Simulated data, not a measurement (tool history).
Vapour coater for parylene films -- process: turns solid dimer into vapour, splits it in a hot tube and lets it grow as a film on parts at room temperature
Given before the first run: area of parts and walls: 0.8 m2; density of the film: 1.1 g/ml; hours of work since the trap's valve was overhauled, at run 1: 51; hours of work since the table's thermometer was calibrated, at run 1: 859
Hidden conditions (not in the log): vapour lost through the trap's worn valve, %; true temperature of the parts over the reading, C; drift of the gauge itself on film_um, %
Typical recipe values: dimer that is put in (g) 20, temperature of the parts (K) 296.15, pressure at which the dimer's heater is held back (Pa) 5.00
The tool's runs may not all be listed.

| run | hour | dimer that is put in (g) | temperature of the parts (K) | pressure at which the dimer's heater is held back (Pa) | hours of work since the trap's valve was overhauled | hours of work since the table's thermometer was calibrated | thickness of the film (µm) |
|---|---|---|---|---|---|---|---|
| 1 | 0.0 | 20 | 296.15 | 5.00 | 51 | 859 | 16.67 |
| 2 | 31.8 | 20 | 296.15 | 2.02 | 68 | 875 | 19.46 |
| 3 | 71.4 | 20 | 296.15 | 2.02 | 88 | 896 | 19.49 |
| 4 | 92.1 | 11 | 296.15 | 5.00 | 99 | 906 | 9.26 |
| 5 | 123.8 | 11 | 296.15 | 5.00 | 115 | 923 | 9.10 |
| 6 | 153.0 | 20 | 306.15 | 5.00 | 130 | 938 | 11.61 |
| 7 | 189.5 | 20 | 306.15 | 5.00 | 149 | 957 | 11.39 |
| 8 | 222.7 | 20 | 300.15 | 5.00 | 166 | 974 | 14.20 |
| 9 | 255.1 | 20 | 300.15 | 5.00 | 183 | 990 | 14.30 |
| 10 | 286.2 | 20 | 300.15 | 5.00 | 199 | 1006 | 14.28 |
| 11 | 313.7 | 20 | 292.15 | 5.00 | 213 | 1021 | 19.16 |
| 12 | 337.7 | 20 | 296.15 | 2.11 | 225 | 1033 | 19.04 |
| 13 | 372.8 | 20 | 296.15 | 2.11 | 243 | 1051 | 19.31 |
| 14 | 401.4 | 20 | 296.15 | 2.11 | 258 | 1066 | 19.30 |
| 15 | 437.2 | 20 | 296.15 | 2.11 | 276 | 1084 | 19.12 |
| 16 | 459.2 | 20 | 296.15 | 2.11 | 288 | 1096 | 19.15 |
|  | 468.8 | trap's valve overhauled |
| 17 | 493.5 | 24 | 296.15 | 5.00 | 13 | 1111 | 19.83 |
| 18 | 516.0 | 24 | 296.15 | 5.00 | 24 | 1123 | 19.93 |
| 19 | 556.9 | 23 | 300.15 | 4.79 | 45 | 1144 | 16.62 |
| 20 | 595.6 | 29 | 290.15 | 2.94 | 65 | 1164 | 32.33 |
| 21 | 616.4 | 29 | 290.15 | 7.69 | 76 | 1175 | 28.06 |
| 22 | 635.5 | 22 | 292.15 | 5.00 | 86 | 1184 | 21.05 |
| 23 | 672.5 | 24 | 297.15 | 2.59 | 105 | 1203 | 21.55 |
| 24 | 692.8 | 13 | 298.15 | 4.20 | 115 | 1214 | 10.50 |
| 25 | 710.1 | 12 | 288.15 | 7.88 | 124 | 1223 | 12.44 |
| 26 | 734.3 | 32 | 290.15 | 2.15 | 137 | 1235 | 36.03 |
| 27 | 765.6 | 11 | 290.15 | 2.15 | 153 | 1251 | 12.24 |
| 28 | 784.4 | 11 | 290.15 | 2.77 | 163 | 1261 | 12.24 |
| 29 | 806.8 | 34 | 293.15 | 4.83 | 174 | 1273 | 31.86 |
| 30 | 837.0 | 12 | 302.15 | 6.78 | 190 | 1288 | 7.52 |
| 31 | 872.4 | 12 | 302.15 | 6.78 | 208 | 1306 | 7.59 |
| 32 | 889.9 | 20 | 297.15 | 5.00 | 217 | 1315 | 16.05 |
| 33 | 907.5 | 32 | 294.15 | 10.57 | 226 | 1325 | 25.15 |

Hidden condition of the tool, last listed run before each entry between runs versus first listed run after:
Runs 16 to 17: trap's valve overhauled (hour 468.8)
  vapour lost through the trap's worn valve, %: 0.7 -> 0
